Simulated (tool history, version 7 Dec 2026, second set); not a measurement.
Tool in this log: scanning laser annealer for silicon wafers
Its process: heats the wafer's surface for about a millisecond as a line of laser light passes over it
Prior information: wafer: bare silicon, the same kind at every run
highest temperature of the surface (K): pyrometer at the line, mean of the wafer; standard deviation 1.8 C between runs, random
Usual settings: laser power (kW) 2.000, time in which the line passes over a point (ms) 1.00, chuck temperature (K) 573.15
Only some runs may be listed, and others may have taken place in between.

| run | hour | laser power (kW) | time in which the line passes over a point (ms) | chuck temperature (K) | highest temperature of the surface (K) |
|---|---|---|---|---|---|
| 1 | 0.0 | 2.000 | 1.00 | 573.15 | 1285.15 |
| 2 | 59.4 | 2.000 | 1.00 | 573.15 | 1284.15 |
| 3 | 120.8 | 2.000 | 1.00 | 593.15 | 1295.15 |
| 4 | 152.6 | 2.039 | 1.00 | 573.15 | 1292.15 |
| 5 | 211.1 | 2.000 | 1.00 | 600.15 | 1301.15 |
|  | 238.0 | window over the wafer cleaned |
| 6 | 274.9 | 2.000 | 0.81 | 573.15 | 1193.15 |
| 7 | 329.8 | 2.000 | 0.81 | 573.15 | 1186.15 |
|  | 340.7 | window over the wafer cleaned, once more |
| 8 | 357.5 | 2.000 | 0.81 | 573.15 | 1259.15 |
| 9 | 409.3 | 2.000 | 1.00 | 573.15 | 1326.15 |
| 10 | 444.5 | 2.000 | 0.96 | 573.15 | 1310.15 |
| 11 | 494.9 | 2.000 | 0.96 | 573.15 | 1312.15 |
| 12 | 521.7 | 2.000 | 0.96 | 573.15 | 1309.15 |
| 13 | 550.0 | 2.000 | 0.84 | 573.15 | 1262.15 |
| 14 | 602.5 | 2.000 | 0.84 | 573.15 | 1259.15 |
| 15 | 632.9 | 2.000 | 1.00 | 573.15 | 1319.15 |
| 16 | 672.2 | 2.000 | 1.00 | 573.15 | 1315.15 |
| 17 | 729.0 | 2.000 | 0.86 | 573.15 | 1261.15 |
| 18 | 763.0 | 1.866 | 1.00 | 573.15 | 1252.15 |
| 19 | 809.8 | 1.866 | 1.00 | 573.15 | 1248.15 |
| 20 | 862.5 | 1.866 | 1.00 | 573.15 | 1245.15 |
| 21 | 906.8 | 1.866 | 1.00 | 573.15 | 1246.15 |
| 22 | 948.0 | 1.782 | 1.00 | 573.15 | 1207.15 |
| 23 | 998.4 | 2.000 | 0.76 | 573.15 | 1211.15 |
| 24 | 1036.1 | 1.858 | 1.00 | 612.15 | 1272.15 |
| 25 | 1093.0 | 1.858 | 1.00 | 612.15 | 1269.15 |
| 26 | 1139.4 | 1.775 | 1.00 | 567.15 | 1192.15 |
| 27 | 1181.2 | 2.171 | 0.76 | 573.15 | 1275.15 |
| 28 | 1222.9 | 1.876 | 1.16 | 573.15 | 1286.15 |
| 29 | 1253.4 | 1.876 | 1.16 | 573.15 | 1284.15 |
| 30 | 1285.6 | 2.186 | 0.76 | 591.15 | 1292.15 |
| 31 | 1326.7 | 2.186 | 0.76 | 591.15 | 1292.15 |
| 32 | 1367.9 | 2.000 | 1.03 | 601.15 | 1324.15 |
| 33 | 1411.2 | 2.000 | 0.96 | 596.15 | 1294.15 |
| 34 | 1458.6 | 2.000 | 0.96 | 596.15 | 1290.15 |
| 35 | 1501.5 | 1.943 | 0.78 | 573.15 | 1179.15 |
| 36 | 1549.4 | 1.943 | 0.78 | 573.15 | 1175.15 |
| 37 | 1587.5 | 2.142 | 1.10 | 547.15 | 1347.15 |
| 38 | 1636.9 | 2.142 | 1.10 | 547.15 | 1346.15 |
| 39 | 1663.0 | 2.142 | 1.10 | 547.15 | 1347.15 |
|  | 1697.1 | optics aligned, line set to its width |
| 40 | 1705.1 | 2.142 | 0.91 | 547.15 | 1288.15 |

Difference, measured minus no-hidden-state, one row per run. Run-to-run variation is common to both terms; the gauge's own scatter need not be:
What the log doesn't record here: light that passes the window, % of a clean one's; laser's true power over the reading, %; width of the line over the set one, %; drift of the gauge itself on peak_c, C.
| run | highest temperature of the surface (K) |
|---|---|
| 1 | -53.00 |
| 2 | -57.00 |
| 3 | -59.00 |
| 4 | -62.00 |
| 5 | -63.00 |
| 6 | -73.00 |
| 7 | -76.00 |
| 8 | -7.00 |
| 9 | -11.00 |
| 10 | -12.00 |
| 11 | -14.00 |
| 12 | -16.00 |
| 13 | -16.00 |
| 14 | -18.00 |
| 15 | -21.00 |
| 16 | -22.00 |
| 17 | -23.00 |
| 18 | -24.00 |
| 19 | -26.00 |
| 20 | -28.00 |
| 21 | -30.00 |
| 22 | -29.00 |
| 23 | -32.00 |
| 24 | -35.00 |
| 25 | -37.00 |
| 26 | -36.00 |
| 27 | -43.00 |
| 28 | -46.00 |
| 29 | -47.00 |
| 30 | -48.00 |
| 31 | -49.00 |
| 32 | -53.00 |
| 33 | -53.00 |
| 34 | -55.00 |
| 35 | -50.00 |
| 36 | -51.00 |
| 37 | -70.00 |
| 38 | -73.00 |
| 39 | -74.00 |
| 40 | -55.00 |

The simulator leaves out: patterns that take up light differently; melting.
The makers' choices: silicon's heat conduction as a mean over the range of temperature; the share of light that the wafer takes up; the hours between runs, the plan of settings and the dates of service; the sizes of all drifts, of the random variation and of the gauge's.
